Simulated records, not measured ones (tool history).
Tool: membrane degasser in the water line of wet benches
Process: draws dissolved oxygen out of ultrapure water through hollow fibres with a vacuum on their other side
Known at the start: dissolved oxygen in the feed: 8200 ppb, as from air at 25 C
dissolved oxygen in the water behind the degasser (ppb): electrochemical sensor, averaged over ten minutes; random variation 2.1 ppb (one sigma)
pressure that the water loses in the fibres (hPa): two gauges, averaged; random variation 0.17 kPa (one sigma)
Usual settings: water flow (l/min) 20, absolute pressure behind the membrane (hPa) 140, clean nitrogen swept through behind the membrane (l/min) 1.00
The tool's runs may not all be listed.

run	hour	water flow (l/min)	absolute pressure behind the membrane (hPa)	clean nitrogen swept through behind the membrane (l/min)	dissolved oxygen in the water behind the degasser (ppb)	pressure that the water loses in the fibres (hPa)
1	0.0	20	140	1.00	484.6	265.4
2	40.2	20	140	1.00	481.3	265.0
3	73.7	20	140	1.00	486.4	267.8
4	146.4	20	140	1.00	482.2	264.3
5	198.8	20	140	1.00	482.8	268.1
6	256.6	20	140	1.00	478.7	269.0
7	333.8	20	140	1.00	478.8	267.0
8	410.3	20	140	1.00	474.9	267.6
9	469.2	20	140	1.00	476.4	268.1
10	542.0	20	140	1.00	477.7	266.5
11	594.3	20	85	1.00	254.0	266.0
12	643.4	20	85	1.00	253.0	265.4
13	692.3	20	85	1.00	252.3	267.0
14	754.3	20	85	1.00	251.8	269.2
# hour 824.9: gauge calibrated
15	824.9	20	85	1.00	258.0	265.8
16	902.9	20	85	1.00	258.2	267.2
17	982.9	20	190	2.66	303.6	264.0
18	1041.9	20	231	1.79	511.5	264.3
19	1081.4	20	231	1.79	510.4	267.9
# hour 1109.3: seals of the vacuum lines changed
20	1141.7	24	341	1.79	901.7	321.6
21	1187.8	24	341	1.79	909.1	322.7
22	1257.5	18	117	2.83	143.2	237.7
23	1330.8	19	95	1.11	256.4	252.3
24	1363.9	20	106	1.19	296.6	268.9
25	1406.4	25	299	1.15	1158.5	333.2
26	1464.2	20	102	1.18	282.5	266.2
27	1536.6	20	126	2.02	235.5	267.1
28	1574.4	20	126	2.02	236.7	269.1
29	1618.9	20	126	2.02	237.5	265.0
30	1656.3	20	119	2.31	198.4	266.9
31	1719.7	20	140	0.65	660.8	269.5
32	1786.2	20	140	0.65	659.7	264.9

4 ways to go on from here, each from the tool as it stands after run 32. What would each give?
A	1860.7	16	134	1.83	?	?
B	1860.7	22	317	1.13	?	?
C	1860.7	22	259	0.65	?	?
D	1860.7	22	140	2.74	?	?

run	dissolved oxygen in the water behind the degasser (ppb)	pressure that the water loses in the fibres (hPa)
A	210.6	209.5
B	1097.6	294.8
C	1358.2	293.9
D	237.1	292.9
Without the tool's hidden state the same runs would have given:
run	dissolved oxygen in the water behind the degasser (ppb)	pressure that the water loses in the fibres (hPa)
A	217.3	209.4
B	1132.8	294.6
C	1401.8	293.7
D	244.5	292.6

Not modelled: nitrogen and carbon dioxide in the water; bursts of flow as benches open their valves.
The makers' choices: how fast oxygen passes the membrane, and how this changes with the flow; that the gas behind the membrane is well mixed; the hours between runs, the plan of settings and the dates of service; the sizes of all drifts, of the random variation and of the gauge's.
